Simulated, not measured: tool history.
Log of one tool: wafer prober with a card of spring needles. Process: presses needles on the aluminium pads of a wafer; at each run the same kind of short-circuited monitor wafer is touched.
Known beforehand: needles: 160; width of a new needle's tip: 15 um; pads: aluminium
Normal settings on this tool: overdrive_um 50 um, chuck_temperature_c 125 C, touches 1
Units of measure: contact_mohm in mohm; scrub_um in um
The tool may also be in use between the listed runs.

| run | hour | overdrive_um | chuck_temperature_c | touches | contact_mohm | scrub_um |
|---|---|---|---|---|---|---|
| 1 | 0.0 | 50 | 125 | 1 | 304 | 9.55 |
|  | 4.1 | tips cleaned on abrasive film |
| 2 | 9.2 | 50 | 125 | 1 | 306 | 9.51 |
|  | 19.8 | tips cleaned on abrasive film |
| 3 | 23.6 | 50 | 125 | 1 | 308 | 9.54 |
|  | 34.8 | tips cleaned on abrasive film |
| 4 | 35.2 | 50 | 125 | 1 | 308 | 9.52 |
| 5 | 44.0 | 50 | 125 | 1 | 306 | 9.52 |
|  | 50.4 | tips cleaned on abrasive film |
| 6 | 59.2 | 50 | 73 | 1 | 291 | 9.53 |
|  | 65.7 | tips cleaned on abrasive film |
| 7 | 76.2 | 50 | 73 | 1 | 288 | 9.53 |
|  | 81.8 | tips cleaned on abrasive film |
|  | 90.5 | height of the first contact set anew |
| 8 | 92.0 | 50 | 125 | 1 | 305 | 9.52 |
|  | 98.5 | tips cleaned on abrasive film |
| 9 | 109.3 | 50 | 125 | 1 | 308 | 9.54 |
|  | 114.7 | tips cleaned on abrasive film |
| 10 | 117.3 | 50 | 125 | 1 | 307 | 9.52 |
|  | 130.0 | tips cleaned on abrasive film |
| 11 | 134.7 | 50 | 125 | 1 | 311 | 9.55 |
|  | 145.5 | tips cleaned on abrasive film |
| 12 | 150.8 | 50 | 125 | 1 | 304 | 9.52 |
|  | 160.8 | tips cleaned on abrasive film |
| 13 | 162.4 | 50 | 125 | 1 | 303 | 9.53 |
|  | 176.4 | tips cleaned on abrasive film |
| 14 | 178.3 | 50 | 125 | 1 | 309 | 9.53 |
| 15 | 187.5 | 50 | 125 | 1 | 307 | 9.54 |
|  | 192.3 | tips cleaned on abrasive film |
| 16 | 199.7 | 50 | 125 | 1 | 303 | 9.51 |
|  | 208.2 | tips cleaned on abrasive film |
| 17 | 209.1 | 50 | 125 | 1 | 299 | 9.57 |
|  | 223.7 | tips cleaned on abrasive film |
| 18 | 224.4 | 50 | 125 | 1 | 305 | 9.51 |
| 19 | 237.9 | 50 | 125 | 1 | 308 | 9.52 |
|  | 238.9 | tips cleaned on abrasive film |
| 20 | 246.1 | 54 | 43 | 2 | 275 | 10.29 |
| 21 | 253.5 | 50 | 125 | 2 | 307 | 9.53 |
|  | 254.8 | tips cleaned on abrasive film |
| 22 | 264.7 | 50 | 57 | 1 | 286 | 9.53 |
|  | 270.6 | tips cleaned on abrasive film |
| 23 | 278.6 | 44 | 57 | 1 | 290 | 8.38 |
|  | 286.0 | tips cleaned on abrasive film |
| 24 | 287.2 | 59 | 50 | 1 | 280 | 11.24 |
| 25 | 299.8 | 68 | 125 | 1 | 305 | 12.98 |
|  | 301.3 | tips cleaned on abrasive film |
| 26 | 312.8 | 68 | 125 | 2 | 294 | 12.95 |
|  | 317.0 | tips cleaned on abrasive film |
| 27 | 325.1 | 68 | 60 | 2 | 278 | 12.95 |
|  | 332.5 | tips cleaned on abrasive film |
| 28 | 336.4 | 37 | 60 | 1 | 296 | 7.02 |
|  | 339.6 | height of the first contact set anew |
| 29 | 346.4 | 37 | 60 | 1 | 295 | 7.05 |
|  | 348.6 | tips cleaned on abrasive film |
| 30 | 354.9 | 48 | 125 | 1 | 309 | 9.13 |
|  | 363.8 | tips cleaned on abrasive film |
| 31 | 366.2 | 48 | 125 | 1 | 307 | 9.16 |
| 32 | 377.3 | 43 | 95 | 1 | 305 | 8.19 |
|  | 379.3 | tips cleaned on abrasive film |
| 33 | 390.7 | 45 | 80 | 1 | 291 | 8.56 |
|  | 395.1 | tips cleaned on abrasive film |
| 34 | 405.4 | 31 | 27 | 2 | 290 | 5.90 |

Each row is a separate what-if for the run after 34, all from the same tool condition, not one after another. Results?
|  | 410.7 | tips cleaned on abrasive film |
| A | 415.1 | 40 | 112 | 2 | ? | ? |
|  | 410.7 | tips cleaned on abrasive film |
| B | 415.1 | 50 | 56 | 1 | ? | ? |
|  | 410.7 | tips cleaned on abrasive film |
| C | 415.1 | 31 | 27 | 2 | ? | ? |

| run | contact_mohm | scrub_um |
|---|---|---|
| A | 310 | 7.63 |
| B | 277 | 9.53 |
| C | 286 | 5.91 |
The same runs, with their run-to-run variation unchanged, on a tool lacking any hidden condition would have given:
| run | contact_mohm | scrub_um |
|---|---|---|
| A | 309 | 7.63 |
| B | 277 | 9.53 |
| C | 286 | 5.91 |

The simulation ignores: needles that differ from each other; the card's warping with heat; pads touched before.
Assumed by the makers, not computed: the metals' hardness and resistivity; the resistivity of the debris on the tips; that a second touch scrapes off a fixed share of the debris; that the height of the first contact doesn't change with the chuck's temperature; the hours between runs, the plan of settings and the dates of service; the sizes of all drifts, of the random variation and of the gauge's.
